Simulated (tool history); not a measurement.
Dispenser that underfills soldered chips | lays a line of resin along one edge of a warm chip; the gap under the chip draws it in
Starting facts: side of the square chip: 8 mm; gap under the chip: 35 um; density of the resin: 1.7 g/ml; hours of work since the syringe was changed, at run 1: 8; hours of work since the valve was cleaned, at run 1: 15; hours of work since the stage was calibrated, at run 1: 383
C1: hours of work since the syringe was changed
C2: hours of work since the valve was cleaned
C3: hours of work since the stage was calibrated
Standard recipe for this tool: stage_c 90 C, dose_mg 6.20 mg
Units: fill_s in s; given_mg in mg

{"run": 1, "day": 0.0, "stage_c": 90, "dose_mg": 6.2, "C1": 8, "C2": 15, "C3": 383, "fill_s": 127.5, "given_mg": 6.11}
{"day": 0.142, "done": "new syringe of resin"}
{"run": 2, "day": 0.521, "stage_c": 90, "dose_mg": 7.53, "C1": 7, "C2": 25, "C3": 392, "fill_s": 123.0, "given_mg": 7.34}
{"day": 0.688, "done": "new syringe of resin"}
{"run": 3, "day": 1.038, "stage_c": 80, "dose_mg": 7.53, "C1": 7, "C2": 34, "C3": 402, "fill_s": 174.9, "given_mg": 7.3}
{"day": 1.238, "done": "new syringe of resin"}
{"run": 4, "day": 1.421, "stage_c": 80, "dose_mg": 7.53, "C1": 4, "C2": 41, "C3": 409, "fill_s": 149.4, "given_mg": 7.25}
{"day": 1.8, "done": "new syringe of resin"}
{"run": 5, "day": 1.862, "stage_c": 80, "dose_mg": 7.53, "C1": 1, "C2": 50, "C3": 417, "fill_s": 128.0, "given_mg": 7.17}
{"day": 2.042, "done": "dispensing valve cleaned and set on the balance"}
{"run": 6, "day": 2.304, "stage_c": 80, "dose_mg": 7.53, "C1": 9, "C2": 5, "C3": 425, "fill_s": 201.5, "given_mg": 7.41}
{"day": 2.383, "done": "new syringe of resin"}
{"run": 7, "day": 2.854, "stage_c": 80, "dose_mg": 7.53, "C1": 9, "C2": 15, "C3": 435, "fill_s": 206.3, "given_mg": 7.38}
{"day": 2.946, "done": "new syringe of resin"}
{"run": 8, "day": 3.238, "stage_c": 80, "dose_mg": 7.53, "C1": 6, "C2": 22, "C3": 442, "fill_s": 166.8, "given_mg": 7.37}
{"day": 3.521, "done": "new syringe of resin"}
{"run": 9, "day": 3.546, "stage_c": 80, "dose_mg": 7.53, "C1": 1, "C2": 28, "C3": 448, "fill_s": 120.9, "given_mg": 7.25}
{"run": 10, "day": 3.908, "stage_c": 80, "dose_mg": 7.53, "C1": 7, "C2": 35, "C3": 455, "fill_s": 184.1, "given_mg": 7.33}
{"day": 4.079, "done": "new syringe of resin"}
{"run": 11, "day": 4.512, "stage_c": 80, "dose_mg": 7.53, "C1": 8, "C2": 46, "C3": 466, "fill_s": 192.9, "given_mg": 7.19}
{"day": 4.629, "done": "new syringe of resin"}
{"day": 4.879, "done": "dispensing valve cleaned and set on the balance"}
{"run": 12, "day": 5.05, "stage_c": 80, "dose_mg": 7.53, "C1": 7, "C2": 3, "C3": 475, "fill_s": 179.5, "given_mg": 7.58}
{"day": 5.242, "done": "new syringe of resin"}
{"run": 13, "day": 5.575, "stage_c": 88, "dose_mg": 7.53, "C1": 6, "C2": 13, "C3": 485, "fill_s": 128.1, "given_mg": 7.4}
{"day": 5.788, "done": "new syringe of resin"}
{"run": 14, "day": 5.967, "stage_c": 88, "dose_mg": 7.53, "C1": 3, "C2": 20, "C3": 492, "fill_s": 106.2, "given_mg": 7.39}
{"run": 15, "day": 6.308, "stage_c": 104, "dose_mg": 6.2, "C1": 10, "C2": 27, "C3": 499, "fill_s": 89.6, "given_mg": 6.08}
{"day": 6.358, "done": "new syringe of resin"}
{"run": 16, "day": 6.725, "stage_c": 104, "dose_mg": 6.2, "C1": 7, "C2": 34, "C3": 506, "fill_s": 76.1, "given_mg": 5.99}
{"day": 6.929, "done": "new syringe of resin"}
{"run": 17, "day": 7.212, "stage_c": 90, "dose_mg": 6.03, "C1": 5, "C2": 43, "C3": 515, "fill_s": 112.6, "given_mg": 5.82}
{"day": 7.483, "done": "new syringe of resin"}
{"run": 18, "day": 7.483, "stage_c": 99, "dose_mg": 6.84, "C1": 0, "C2": 48, "C3": 520, "fill_s": 58.6, "given_mg": 6.45}
{"day": 7.733, "done": "dispensing valve cleaned and set on the balance"}
{"day": 8.079, "done": "new syringe of resin"}
{"run": 19, "day": 8.121, "stage_c": 90, "dose_mg": 5.88, "C1": 1, "C2": 7, "C3": 531, "fill_s": 87.3, "given_mg": 5.86}
{"day": 8.617, "done": "new syringe of resin"}
{"run": 20, "day": 8.729, "stage_c": 103, "dose_mg": 6.2, "C1": 2, "C2": 19, "C3": 543, "fill_s": 60.5, "given_mg": 6.16}
{"day": 9.15, "done": "new syringe of resin"}
{"run": 21, "day": 9.15, "stage_c": 90, "dose_mg": 7.79, "C1": 0, "C2": 26, "C3": 551, "fill_s": 80.7, "given_mg": 7.73}
{"run": 22, "day": 9.579, "stage_c": 76, "dose_mg": 5.83, "C1": 8, "C2": 34, "C3": 559, "fill_s": 228.8, "given_mg": 5.64}
{"day": 9.7, "done": "new syringe of resin"}
{"run": 23, "day": 9.85, "stage_c": 100, "dose_mg": 7.9, "C1": 3, "C2": 39, "C3": 564, "fill_s": 66.3, "given_mg": 7.64}
{"run": 24, "day": 10.096, "stage_c": 103, "dose_mg": 6.63, "C1": 8, "C2": 44, "C3": 568, "fill_s": 79.7, "given_mg": 6.44}
{"day": 10.246, "done": "new syringe of resin"}
{"day": 10.575, "done": "dispensing valve cleaned and set on the balance"}
{"run": 25, "day": 10.733, "stage_c": 94, "dose_mg": 6.06, "C1": 9, "C2": 3, "C3": 579, "fill_s": 113.6, "given_mg": 6.05}
{"day": 10.829, "done": "new syringe of resin"}
{"run": 26, "day": 10.996, "stage_c": 92, "dose_mg": 6.91, "C1": 3, "C2": 8, "C3": 584, "fill_s": 91.4, "given_mg": 6.83}
{"day": 11.388, "done": "new syringe of resin"}
{"run": 27, "day": 11.612, "stage_c": 102, "dose_mg": 7.37, "C1": 4, "C2": 19, "C3": 596, "fill_s": 67.9, "given_mg": 7.29}
{"day": 11.942, "done": "new syringe of resin"}
{"run": 28, "day": 11.942, "stage_c": 80, "dose_mg": 7.92, "C1": 0, "C2": 25, "C3": 602, "fill_s": 117.0, "given_mg": 7.69}
{"day": 12.504, "done": "new syringe of resin"}
{"run": 29, "day": 12.529, "stage_c": 80, "dose_mg": 7.92, "C1": 0, "C2": 36, "C3": 613, "fill_s": 121.0, "given_mg": 7.68}
{"run": 30, "day": 12.921, "stage_c": 85, "dose_mg": 6.2, "C1": 8, "C2": 44, "C3": 620, "fill_s": 161.9, "given_mg": 6.01}
{"day": 13.071, "done": "new syringe of resin"}
{"day": 13.188, "done": "stage's temperature calibrated"}
{"run": 31, "day": 13.238, "stage_c": 85, "dose_mg": 6.2, "C1": 2, "C2": 49, "C3": 1, "fill_s": 120.2, "given_mg": 5.99}
{"day": 13.462, "done": "dispensing valve cleaned and set on the balance"}
{"run": 32, "day": 13.579, "stage_c": 85, "dose_mg": 6.2, "C1": 8, "C2": 2, "C3": 7, "fill_s": 169.4, "given_mg": 6.12}
{"day": 13.692, "done": "new syringe of resin"}
{"run": 33, "day": 13.925, "stage_c": 87, "dose_mg": 5.93, "C1": 4, "C2": 9, "C3": 13, "fill_s": 129.1, "given_mg": 5.85}

Below are 4 alternative next runs, each starting from the tool's condition after run 33. Predict each:
{"day": 14.262, "done": "new syringe of resin"}
{"run": "A", "day": 14.462, "stage_c": 105, "dose_mg": 6.44, "C1": 4, "C2": 19, "C3": 23, "fill_s": "?", "given_mg": "?"}
{"day": 14.262, "done": "new syringe of resin"}
{"run": "B", "day": 14.462, "stage_c": 95, "dose_mg": 6.2, "C1": 4, "C2": 19, "C3": 23, "fill_s": "?", "given_mg": "?"}
{"day": 14.262, "done": "new syringe of resin"}
{"run": "C", "day": 14.462, "stage_c": 93, "dose_mg": 5.39, "C1": 4, "C2": 19, "C3": 23, "fill_s": "?", "given_mg": "?"}
{"day": 14.262, "done": "new syringe of resin"}
{"run": "D", "day": 14.462, "stage_c": 77, "dose_mg": 5.5, "C1": 4, "C2": 19, "C3": 23, "fill_s": "?", "given_mg": "?"}

run=A fill_s=62.7 given_mg=6.33
run=B fill_s=89.2 given_mg=6.02
run=C fill_s=99.2 given_mg=5.21
run=D fill_s=177.7 given_mg=5.47
Without the tool's hidden state the same runs would have given:
run=A fill_s=50.5 given_mg=6.43
run=B fill_s=71.7 given_mg=6.12
run=C fill_s=79.7 given_mg=5.30
run=D fill_s=142.8 given_mg=5.56

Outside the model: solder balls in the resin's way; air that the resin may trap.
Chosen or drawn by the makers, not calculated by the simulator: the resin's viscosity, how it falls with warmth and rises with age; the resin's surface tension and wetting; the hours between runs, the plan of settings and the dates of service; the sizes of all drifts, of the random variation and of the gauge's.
